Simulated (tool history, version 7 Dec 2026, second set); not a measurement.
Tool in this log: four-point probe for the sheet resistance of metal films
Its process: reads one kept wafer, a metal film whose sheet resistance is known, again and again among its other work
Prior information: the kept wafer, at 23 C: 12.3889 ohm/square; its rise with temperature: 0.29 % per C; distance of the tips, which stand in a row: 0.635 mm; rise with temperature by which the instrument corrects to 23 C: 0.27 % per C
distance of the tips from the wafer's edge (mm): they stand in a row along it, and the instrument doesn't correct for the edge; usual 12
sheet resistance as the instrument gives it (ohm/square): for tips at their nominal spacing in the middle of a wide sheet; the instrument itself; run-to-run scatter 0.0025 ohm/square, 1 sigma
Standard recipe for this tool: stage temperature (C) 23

run   hour  stage temperature (C)  distance of the tips from the wafer's edge (mm)  sheet resistance as the instrument gives it (ohm/square)
  1      0                     23                                               12                                                 12.392869
  2   10.3                     25                                               12                                                 12.398568
  3   18.2                     25                                               12                                                 12.398277
  4   28.7                     21                                               12                                                 12.390514
  5   43.2                     21                                               12                                                  12.38239
  6   60.9                     18                                               12                                                 12.380376
  7   79.2                     23                                               12                                                 12.394598
  8   92.1                     20                                               34                                                 12.360993
  9  100.9                     20                                               34                                                 12.368435
 10  108.6                     34                                               37                                                 12.394914
 11  117.7                     31                                               33                                                 12.395202
 12  131.8                     23                                               33                                                 12.370867
 13  149.4                     23                                               33                                                 12.368875
 14  158.3                     23                                               33                                                 12.368924

Difference, measured minus no-hidden-state, one row per run. Run-to-run variation is common to both terms; the gauge's own scatter need not be:
The tool's hidden condition here consists of: inner tips' distance over the nominal, %; tips' flats over new ones', %; wafer's true temperature over the reading, C; drift of the gauge itself on sheet_ohm, %.
run  sheet resistance as the instrument gives it (ohm/square)
  1                                                 -0.014579
  2                                                 -0.014929
  3                                                 -0.015258
  4                                                 -0.015721
  5                                                 -0.016262
  6                                                 -0.016986
  7                                                  -0.01765
  8                                                 -0.018145
  9                                                 -0.018509
 10                                                 -0.018621
 11                                                 -0.019026
 12                                                 -0.019681
 13                                                 -0.020396
 14                                                 -0.020758
